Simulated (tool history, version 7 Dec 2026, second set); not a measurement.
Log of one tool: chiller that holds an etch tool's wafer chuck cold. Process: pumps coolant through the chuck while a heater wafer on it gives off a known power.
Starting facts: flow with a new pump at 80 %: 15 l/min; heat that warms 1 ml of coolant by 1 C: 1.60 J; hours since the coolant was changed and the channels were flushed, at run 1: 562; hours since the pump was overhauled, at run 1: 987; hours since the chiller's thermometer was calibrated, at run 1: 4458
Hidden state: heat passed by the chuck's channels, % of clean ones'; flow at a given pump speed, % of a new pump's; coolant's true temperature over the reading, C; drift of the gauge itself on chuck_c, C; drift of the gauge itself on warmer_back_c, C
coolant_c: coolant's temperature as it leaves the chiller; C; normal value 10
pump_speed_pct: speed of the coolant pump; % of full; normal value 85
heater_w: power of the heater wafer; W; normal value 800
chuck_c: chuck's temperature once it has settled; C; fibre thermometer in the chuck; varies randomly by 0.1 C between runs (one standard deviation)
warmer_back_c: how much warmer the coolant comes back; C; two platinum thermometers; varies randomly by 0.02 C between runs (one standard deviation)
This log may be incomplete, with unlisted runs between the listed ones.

run,hour,coolant_c,pump_speed_pct,heater_w,hours since the coolant was changed and the channels were flushed,hours since the pump was overhauled,hours since the chiller's thermometer was calibrated,chuck_c,warmer_back_c
1,0.0,10,85,800,562,987,4458,15.1,1.88
2,47.1,20,85,800,609,1034,4506,25.1,1.90
3,93.1,20,85,800,655,1080,4552,25.5,1.87
4,126.5,10,82,800,688,1113,4585,15.5,2.00
5,177.0,10,82,800,739,1164,4636,15.4,1.98
6,201.7,10,85,800,763,1189,4660,15.2,1.91
# hour 236.1: chiller's thermometer calibrated
7,236.1,10,85,800,797,1222,0,15.3,1.90
8,283.5,10,85,800,844,1269,47,15.3,1.93
9,323.3,10,85,800,884,1309,87,15.4,1.88
10,365.4,10,85,800,926,1351,129,15.3,1.92
11,400.6,3,85,800,961,1386,164,8.1,1.90
12,449.6,3,78,800,1010,1435,213,8.7,2.14
13,494.4,9,85,595,1055,1480,258,13.0,1.45
14,526.5,2,83,451,1087,1512,290,5.1,1.13
15,553.5,10,85,488,1114,1539,317,13.2,1.17
16,583.0,10,85,488,1144,1569,347,13.2,1.18
17,620.8,10,85,488,1181,1607,385,13.3,1.19
18,652.5,11,81,1114,1213,1638,416,18.7,2.83
19,694.8,11,81,1114,1255,1681,459,18.5,2.81
20,728.8,11,81,1114,1289,1715,493,18.6,2.83

Below are 3 alternative next runs, each starting from the tool's condition after run 20. Predict each:
A,763.8,1,81,1114,1324,1750,528,?,?
B,763.8,10,85,640,1324,1750,528,?,?
C,763.8,6,72,524,1324,1750,528,?,?

run,chuck_c,warmer_back_c
A,8.7,2.80
B,14.1,1.58
C,10.1,1.49
Without the tool's unlogged condition, the same runs would have read:
run,chuck_c,warmer_back_c
A,8.3,2.71
B,13.8,1.53
C,9.8,1.45
